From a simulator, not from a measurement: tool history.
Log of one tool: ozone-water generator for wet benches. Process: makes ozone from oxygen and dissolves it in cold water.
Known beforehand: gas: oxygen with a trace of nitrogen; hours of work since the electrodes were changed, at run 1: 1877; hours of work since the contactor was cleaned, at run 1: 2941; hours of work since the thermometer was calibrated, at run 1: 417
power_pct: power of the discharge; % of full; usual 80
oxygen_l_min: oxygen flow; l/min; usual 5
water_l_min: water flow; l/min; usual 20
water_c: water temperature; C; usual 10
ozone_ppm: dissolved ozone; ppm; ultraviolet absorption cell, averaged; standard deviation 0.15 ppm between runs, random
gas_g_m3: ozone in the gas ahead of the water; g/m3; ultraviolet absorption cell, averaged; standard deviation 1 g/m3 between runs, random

run	hour	power_pct	oxygen_l_min	water_l_min	water_c	hours of work since the electrodes were changed	hours of work since the contactor was cleaned	hours of work since the thermometer was calibrated	ozone_ppm	gas_g_m3
1	0	80	5	20	10	1877	2941	417	17.5	160.2
2	64.2	80	5	20	10	1929	2993	469	17.5	163.5
3	124.9	49	5	20	10	1978	3042	518	13.2	122.1
4	151.6	49	5	20	10	1999	3064	540	13.2	122.4
5	200.5	49	5	20	10	2039	3103	580	13.1	123.3
6	235.2	49	5	20	10	2067	3131	608	13.3	122.8
7	283.8	49	5	20	10	2106	3171	647	13.2	121.4
8	325.3	49	5	20	10	2140	3204	681	13.3	122.4
9	357.3	80	5	20	10	2166	3230	707	17.2	160.8
10	387.1	80	5	20	10	2190	3254	731	17	160.5
11	415.5	80	5	14	10	2213	3277	754	23.6	159.2
12	444.6	80	5	14	10	2237	3301	777	23.5	160.5
13	498.3	80	5	14	10	2280	3344	821	23.6	160
# hour 527.6: contactor cleaned
14	529.7	80	5	16	10	2302	2	843	22.3	161.6
15	564.4	80	5	27	10	2330	30	871	13.4	160.4
16	595.2	80	5	27	10	2355	55	896	13.1	158.5
17	638.4	80	2.91	27	13	2390	90	931	11.1	202
18	683.5	80	5.95	18	10	2427	126	967	20.3	148.3
19	738.1	95	2.61	15	7	2471	170	1012	22.8	235
20	787	95	2.61	15	7	2510	210	1051	23.5	230.8
21	819.5	95	2.61	15	7	2537	236	1077	23.3	233.4
22	873.7	95	2.61	15	7	2581	280	1121	23.1	232.7
23	935.8	80	6.84	25	10	2631	330	1172	15	138.6
24	977.3	80	6.84	25	10	2664	364	1205	15.2	136.2
25	1039.3	80	6.84	25	10	2715	414	1255	14.9	139.1
26	1097.5	87	7.83	14	10	2762	461	1302	25.9	136.3
27	1154.1	44	2.62	12	15	2808	507	1348	16.9	151
28	1181.5	70	5.49	21	10	2830	529	1370	15.9	139.5
29	1233.1	70	5.49	21	10	2871	571	1412	16	139.7
30	1286.9	70	5.49	21	10	2915	615	1456	15.9	139
31	1348	70	5.49	21	10	2964	664	1505	15.7	140.3
32	1395.4	62	3.53	19	9	3003	702	1544	14.8	159

Results per run with the tool's hidden condition removed, run-to-run variation unchanged:
What the log doesn't record here: yield of the discharge, % of new electrodes'; contactor's efficiency, % of a clean one's; true water temperature over the reading, C; drift of the gauge itself on ozone_ppm, %; drift of the gauge itself on gas_g_m3, %.
run	ozone_ppm	gas_g_m3
1	19.5	171.4
2	19.5	175.3
3	14.5	128.6
4	14.5	128.9
5	14.4	130
6	14.7	129.6
7	14.6	128.2
8	14.7	129.5
9	19.4	173.8
10	19.3	173.5
11	26.5	172.3
12	26.5	173.9
13	26.6	173.6
14	24.3	175.4
15	14.6	174.3
16	14.4	172.5
17	12.1	220.1
18	22.2	161.7
19	25.3	258.8
20	26	254.6
21	25.9	257.7
22	25.7	257.4
23	16.6	152.2
24	16.8	149.8
25	16.6	153
26	28.9	150.9
27	18.3	161.6
28	17.7	153.1
29	17.8	153.6
30	17.7	153
31	17.5	154.7
32	16.4	174.4
